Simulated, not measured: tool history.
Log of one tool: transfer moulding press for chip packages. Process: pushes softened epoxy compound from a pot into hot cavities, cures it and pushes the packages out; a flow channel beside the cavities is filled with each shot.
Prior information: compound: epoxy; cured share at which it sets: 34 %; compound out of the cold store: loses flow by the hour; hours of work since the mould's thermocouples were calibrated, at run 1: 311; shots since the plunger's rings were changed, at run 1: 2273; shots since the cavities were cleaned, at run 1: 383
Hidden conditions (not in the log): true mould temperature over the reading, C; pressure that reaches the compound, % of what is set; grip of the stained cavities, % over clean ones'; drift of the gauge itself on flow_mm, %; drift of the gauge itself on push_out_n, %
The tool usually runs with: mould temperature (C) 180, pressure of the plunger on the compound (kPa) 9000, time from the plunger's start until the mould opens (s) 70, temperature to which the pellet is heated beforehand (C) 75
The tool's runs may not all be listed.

run,hour,mould temperature (C),pressure of the plunger on the compound (kPa),time from the plunger's start until the mould opens (s),temperature to which the pellet is heated beforehand (C),hours of work since the mould's thermocouples were calibrated,shots since the plunger's rings were changed,shots since the cavities were cleaned,incoming compound's hours out of the cold store,length that the compound runs in the flow channel (mm),greatest force on the pins that push the packages out (N)
1,0.0,180,9000,70,75,311,2273,383,17.9,697,297
# hour 9.1: cavities cleaned with cleaning compound and waxed
2,12.2,180,9000,70,75,319,2464,55,39.6,608,232
3,23.6,180,9000,70,75,327,2669,260,24.9,662,283
4,28.4,180,9000,70,75,331,2753,344,18.2,692,284
# hour 35.7: plunger's sealing rings changed
5,35.9,180,9000,70,75,334,4,435,11.2,758,309
# hour 41.5: cavities cleaned with cleaning compound and waxed
6,45.0,180,9000,70,75,340,140,64,40.0,635,249
7,53.4,180,9000,70,75,346,290,214,41.1,622,258
8,63.2,180,9000,70,75,353,465,389,38.0,637,301
# hour 71.6: cavities cleaned with cleaning compound and waxed
9,72.7,180,9000,70,75,359,608,19,8.7,762,248
10,78.4,180,9000,70,75,363,710,121,45.3,605,252
11,86.7,180,9000,70,75,369,858,269,41.2,617,275
12,93.8,180,9000,70,75,375,986,397,22.2,697,294
# hour 101.8: cavities cleaned with cleaning compound and waxed
13,106.9,180,10970,70,75,383,1193,92,39.2,689,252
14,112.1,180,10970,70,75,387,1286,185,26.4,741,273
15,121.6,180,10970,70,75,394,1455,354,18.3,784,300
16,126.5,185,9000,70,75,397,1543,442,43.2,596,277
# hour 131.7: cavities cleaned with cleaning compound and waxed
17,132.9,180,9000,70,71,401,1631,22,46.6,588,236
18,140.3,180,9000,84,75,406,1763,154,35.7,627,244
19,146.5,187,7330,101,80,411,1873,264,46.2,524,242
20,158.2,187,7330,101,80,419,2082,473,41.5,535,275
# hour 161.8: cavities cleaned with cleaning compound and waxed
21,167.7,183,10710,69,73,425,2226,105,41.0,654,232
22,175.4,174,9000,77,75,431,2363,242,26.5,675,304
23,180.9,180,9000,69,83,435,2462,341,10.8,730,305
24,187.5,177,9000,65,81,440,2580,459,13.3,721,407
# hour 191.6: cavities cleaned with cleaning compound and waxed
25,200.4,177,9000,65,81,448,2784,157,46.2,586,316
# hour 206.1: plunger's sealing rings changed
26,207.8,180,9000,70,75,452,30,245,17.2,728,294
27,214.3,173,9000,55,77,456,145,360,46.3,620,624
# hour 224.0: cavities cleaned with cleaning compound and waxed
28,227.4,173,9000,55,77,465,353,61,21.1,724,585
29,233.7,173,9000,70,75,470,465,173,42.0,637,339

Each row is a separate what-if for the run after 29, all from the same tool condition, not one after another. Results?
A,240.9,177,9000,74,75,475,594,302,15.8,?,?
B,240.9,180,9000,70,79,475,594,302,19.2,?,?
C,240.9,178,9000,74,75,475,594,302,16.7,?,?

run,length that the compound runs in the flow channel (mm),greatest force on the pins that push the packages out (N)
A,732,304
B,716,292
C,727,291
What these runs would have given with no unlogged condition in the tool:
run,length that the compound runs in the flow channel (mm),greatest force on the pins that push the packages out (N)
A,740,242
B,724,232
C,734,232
